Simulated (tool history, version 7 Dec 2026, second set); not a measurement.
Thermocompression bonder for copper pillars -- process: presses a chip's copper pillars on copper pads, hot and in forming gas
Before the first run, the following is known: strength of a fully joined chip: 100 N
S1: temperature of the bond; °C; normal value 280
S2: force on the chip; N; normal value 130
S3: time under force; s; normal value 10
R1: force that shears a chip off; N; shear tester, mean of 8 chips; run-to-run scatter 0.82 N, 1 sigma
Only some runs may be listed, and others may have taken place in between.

Run 1, hour 0: usual settings. Result: R1 62.3 N.
Run 2, hour 27: usual settings but S1 307 °C. Result: R1 72.8 N.
Run 3, hour 58.2: usual settings but S1 307 °C. Result: R1 74 N.
Run 4, hour 79.5: usual settings but S1 307 °C. Result: R1 74.2 N.
Run 5, hour 117: usual settings but S1 307 °C, S2 90 N. Result: R1 63.5 N.
Run 6, hour 161.1: usual settings but S1 307 °C, S2 90 N, S3 11 s. Result: R1 62.2 N.
Run 7, hour 190.5: usual settings but S1 307 °C, S2 90 N, S3 11 s. Result: R1 62.9 N.
Run 8, hour 240: usual settings but S1 307 °C, S2 90 N, S3 11 s. Result: R1 62.1 N.
Run 9, hour 287.3: usual settings. Result: R1 58.4 N.
At hour 324.6: forming gas filter changed.
Run 10, hour 331.8: usual settings. Result: R1 61.3 N.
Run 11, hour 380.5: usual settings. Result: R1 61.9 N.
Run 12, hour 431.2: usual settings but S2 192 N. Result: R1 70.7 N.

The next listed run, before its measurement:
Run 13, hour 479.2: usual settings. Result: R1 ?.

Run 13 measured R1 61.2 N.
On a tool with no hidden condition, and with the same random variation, this run would have come out at R1 65.9 N.
